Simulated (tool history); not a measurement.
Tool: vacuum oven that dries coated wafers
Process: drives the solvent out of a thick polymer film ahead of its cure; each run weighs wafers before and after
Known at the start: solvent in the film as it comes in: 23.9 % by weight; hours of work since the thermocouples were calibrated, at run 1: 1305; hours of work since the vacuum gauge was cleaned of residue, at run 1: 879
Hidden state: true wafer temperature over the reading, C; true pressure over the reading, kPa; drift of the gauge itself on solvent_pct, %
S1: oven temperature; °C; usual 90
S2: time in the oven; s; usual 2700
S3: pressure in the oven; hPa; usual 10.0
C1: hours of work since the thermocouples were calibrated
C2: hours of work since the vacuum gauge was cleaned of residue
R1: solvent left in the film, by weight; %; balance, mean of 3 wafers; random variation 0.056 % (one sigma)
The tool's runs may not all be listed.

run 1 hour=0.0 | S1=90 S2=2700 S3=10.0 | C1=1305 C2=879 | R1=2.95
run 2 hour=65.1 | S1=86 S2=2700 S3=10.0 | C1=1352 C2=927 | R1=3.88
run 3 hour=144.0 | S1=86 S2=1380 S3=10.0 | C1=1410 C2=985 | R1=8.47
run 4 hour=214.6 | S1=84 S2=1380 S3=10.0 | C1=1462 C2=1037 | R1=9.06
run 5 hour=259.9 | S1=84 S2=1380 S3=10.0 | C1=1495 C2=1070 | R1=9.31
run 6 hour=295.6 | S1=90 S2=2700 S3=14.7 | C1=1521 C2=1096 | R1=3.12
-- hour=308.0 oven's thermocouples calibrated
run 7 hour=346.0 | S1=90 S2=2700 S3=10.0 | C1=28 C2=1131 | R1=2.48
run 8 hour=422.8 | S1=90 S2=2700 S3=10.0 | C1=84 C2=1188 | R1=2.48
run 9 hour=483.2 | S1=90 S2=2700 S3=10.0 | C1=128 C2=1232 | R1=2.51
run 10 hour=555.5 | S1=90 S2=2700 S3=10.0 | C1=181 C2=1285 | R1=2.62
run 11 hour=621.6 | S1=90 S2=2700 S3=10.0 | C1=230 C2=1334 | R1=2.66
run 12 hour=703.6 | S1=90 S2=2700 S3=10.0 | C1=290 C2=1394 | R1=2.69
run 13 hour=774.0 | S1=90 S2=2700 S3=10.0 | C1=342 C2=1445 | R1=2.61

Forecast run 14:
run 14 hour=839.2 | S1=79 S2=2340 S3=32.8 | C1=389 C2=1493 | R1=?

{"run 14": {"R1": 7.61}}
Without the tool's hidden state the same run would have given R1 7.43 %.
